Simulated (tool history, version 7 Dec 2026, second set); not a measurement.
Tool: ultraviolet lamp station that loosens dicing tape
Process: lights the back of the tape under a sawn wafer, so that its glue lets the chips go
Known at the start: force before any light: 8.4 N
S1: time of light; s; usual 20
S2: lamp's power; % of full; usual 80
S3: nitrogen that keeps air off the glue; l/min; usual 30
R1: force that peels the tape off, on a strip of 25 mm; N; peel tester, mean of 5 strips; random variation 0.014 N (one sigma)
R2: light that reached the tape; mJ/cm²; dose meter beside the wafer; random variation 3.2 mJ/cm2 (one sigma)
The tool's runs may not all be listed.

run	day	S1	S2	S3	R1	R2
1	0	20	80	30	1.166	359
2	1.746	20	80	30	1.189	353
3	3.883	20	80	30	1.245	347
4	5.983	28	80	30	0.661	469
5	7.592	28	80	30	0.698	466
6	10.058	20	80	55	1.037	323
7	13.388	12	80	30	2.859	191
8	16.696	12	80	30	2.886	184
9	18.992	20	88	30	1.309	331
10	21.004	20	80	49	1.256	293
# day 23.154: window cleaned of glue's vapour
11	23.546	20	80	30	1.54	305
# day 24.212: lamp changed
12	25.954	20	80	30	0.646	479
13	28.525	20	80	30	0.681	468
14	30.483	20	80	30	0.681	460
15	32.379	20	80	30	0.727	453
16	36.05	20	80	30	0.786	444
17	39.083	28	80	30	0.4	614
18	41.842	28	80	30	0.411	597
19	44.667	17	80	30	1.133	358
20	47.708	20	80	30	0.919	406
21	49.608	20	80	30	0.943	399
22	52.762	24	77	60	0.53	449
23	55.258	14	92	10	2.485	309
24	56.875	23	92	10	1.302	502
25	60.512	20	62	30	1.697	278
# day 60.996: window cleaned of glue's vapour
26	63.346	20	76	27	1.269	359
27	64.846	20	76	27	1.252	356
28	68.433	25	63	13	1.84	356
29	70.508	22	81	58	0.662	393
30	74.121	22	81	15	1.635	376
31	76.867	24	81	15	1.434	408
32	80.158	24	81	15	1.511	392
33	82.012	24	81	15	1.585	382

The next listed run, before its measurement:
34	85.583	11	63	38	?	?

Run 34 gave R1 3.699 N, R2 129 mJ/cm².
Without the tool's hidden state the same run would have given R1 2.297 N, R2 209 mJ/cm².
